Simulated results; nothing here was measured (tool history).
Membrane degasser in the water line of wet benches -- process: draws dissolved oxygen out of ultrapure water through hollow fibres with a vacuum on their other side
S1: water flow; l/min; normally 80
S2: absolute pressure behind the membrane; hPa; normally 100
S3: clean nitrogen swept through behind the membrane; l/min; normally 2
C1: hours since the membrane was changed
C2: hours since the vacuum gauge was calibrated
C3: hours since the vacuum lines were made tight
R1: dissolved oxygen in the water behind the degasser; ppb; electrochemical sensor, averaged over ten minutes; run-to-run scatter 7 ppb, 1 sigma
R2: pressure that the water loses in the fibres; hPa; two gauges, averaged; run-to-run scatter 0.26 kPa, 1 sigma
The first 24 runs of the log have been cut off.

| run | hour | S1 | S2 | S3 | C1 | C2 | C3 | R1 | R2 |
|---|---|---|---|---|---|---|---|---|---|
| 25 | 1499.7 | 79 | 108 | 5.35 | 2268 | 4006 | 156 | 435.7 | 697.6 |
| 26 | 1572.1 | 104 | 206 | 2.71 | 2341 | 4079 | 229 | 1471.4 | 914.1 |
| 27 | 1611.6 | 93 | 222 | 4.46 | 2380 | 4118 | 268 | 1062.3 | 818.2 |
| 28 | 1690.5 | 93 | 76 | 4.46 | 2459 | 4197 | 347 | 490.6 | 822.5 |
| 29 | 1756.3 | 93 | 76 | 2.59 | 2525 | 4263 | 413 | 592.7 | 826 |
|  | 1822.4 | gauge calibrated |
| 30 | 1824.4 | 114 | 112 | 1.13 | 2593 | 4331 | 481 | 1470.1 | 993.3 |
| 31 | 1872.9 | 80 | 148 | 1.56 | 2642 | 4380 | 529 | 1165.9 | 700.6 |
| 32 | 1949.4 | 58 | 171 | 2 | 2718 | 4456 | 606 | 861.5 | 503.6 |

What if the next run were any one of these 4? Each begins from the tool's condition after run 32:
| A | 2007.1 | 56 | 174 | 2 | 2776 | 4514 | 664 | ? | ? |
| B | 2007.1 | 58 | 225 | 2.33 | 2776 | 4514 | 664 | ? | ? |
| C | 2007.1 | 67 | 97 | 2 | 2776 | 4514 | 664 | ? | ? |
| D | 2007.1 | 64 | 242 | 1.85 | 2776 | 4514 | 664 | ? | ? |

| run | R1 | R2 |
|---|---|---|
| A | 843.3 | 489.7 |
| B | 1004.7 | 506.8 |
| C | 547.9 | 583 |
| D | 1385.7 | 559.9 |
Without the tool's hidden state the same runs would have given:
| run | R1 | R2 |
|---|---|---|
| A | 843.1 | 487.3 |
| B | 1004.6 | 504.3 |
| C | 547.7 | 580.1 |
| D | 1385.5 | 557.1 |
